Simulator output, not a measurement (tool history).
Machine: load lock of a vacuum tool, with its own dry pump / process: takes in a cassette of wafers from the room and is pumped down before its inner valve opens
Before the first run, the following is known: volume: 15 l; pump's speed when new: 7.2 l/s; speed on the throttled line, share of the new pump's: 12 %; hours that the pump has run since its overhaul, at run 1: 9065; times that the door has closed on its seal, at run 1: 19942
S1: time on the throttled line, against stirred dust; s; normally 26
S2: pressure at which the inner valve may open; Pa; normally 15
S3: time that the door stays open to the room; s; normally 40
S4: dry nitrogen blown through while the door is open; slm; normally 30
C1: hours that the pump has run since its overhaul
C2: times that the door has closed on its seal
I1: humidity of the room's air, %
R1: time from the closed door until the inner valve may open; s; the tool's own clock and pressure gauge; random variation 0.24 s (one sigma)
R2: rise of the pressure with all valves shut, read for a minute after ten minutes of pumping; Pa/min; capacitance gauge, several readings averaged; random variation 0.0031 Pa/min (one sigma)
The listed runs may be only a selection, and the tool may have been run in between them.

run,hour,S1,S2,S3,S4,C1,C2,I1,R1,R2
1,0,26,15,40,30,9065,19942,46.5,41.4,0.067
2,400.3,26,15,40,30,9465,20396,45.6,41.3,0.061
3,725.7,26,15,40,30,9790,20764,47.8,40.9,0.068
4,1306.6,26,15,40,30,10371,21422,47.8,41.4,0.067
5,1776.1,26,15,40,30,10841,21954,42.7,41.4,0.058
6,2188.2,26,15,205,30,11253,22421,44.3,41.5,0.095
7,2483.5,26,11,40,30,11548,22755,42.9,42.2,0.067
8,3036.5,26,15,40,30,12101,23381,44.3,41.4,0.063
9,3572.3,36,15,40,30,12637,23988,41.6,50.5,0.054
10,3992,36,15,40,30,13057,24464,46.7,49.7,0.061
11,4265.3,36,15,40,30,13330,24773,44.4,49.9,0.065
12,4849,36,15,40,30,13914,25434,47.1,50.2,0.069
13,5154.4,18,21,34,7,14219,25780,45.2,33.1,0.089
14,5473.3,27,13,40,22,14538,26141,45.1,42.4,0.074
15,5802.6,17,23,145,4,14867,26514,48.5,32.4,0.159
16,6122.7,17,23,145,4,15187,26877,44.4,32.3,0.154
17,6495,46,23,53,4,15560,27298,45.3,58.1,0.112
18,7028.3,46,23,99,4,16093,27902,42,58,0.116
19,7537.3,18,20,89,8,16602,28479,44.9,33.5,0.116
20,8117.2,47,13,40,18,17182,29136,46,60.2,0.079
21,8545.8,27,15,154,4,17610,29621,45.8,42,0.157
22,8954.3,27,15,154,4,18019,30084,42.5,42.4,0.144
23,9213.6,27,15,154,4,18278,30378,44.5,42,0.154

Alternative continuations, all from the tool just after run 23; predict every row:
A,9649.4,27,15,154,5,18714,30871,47.9,?,?
B,9649.4,26,21,144,21,18714,30871,45.4,?,?
C,9649.4,26,11,109,10,18714,30871,43,?,?

run,R1,R2
A,42.5,0.156
B,40.3,0.107
C,42.1,0.108
Without the tool's unlogged condition, the same runs would have read:
run,R1,R2
A,42.5,0.155
B,40.3,0.106
C,42.1,0.106

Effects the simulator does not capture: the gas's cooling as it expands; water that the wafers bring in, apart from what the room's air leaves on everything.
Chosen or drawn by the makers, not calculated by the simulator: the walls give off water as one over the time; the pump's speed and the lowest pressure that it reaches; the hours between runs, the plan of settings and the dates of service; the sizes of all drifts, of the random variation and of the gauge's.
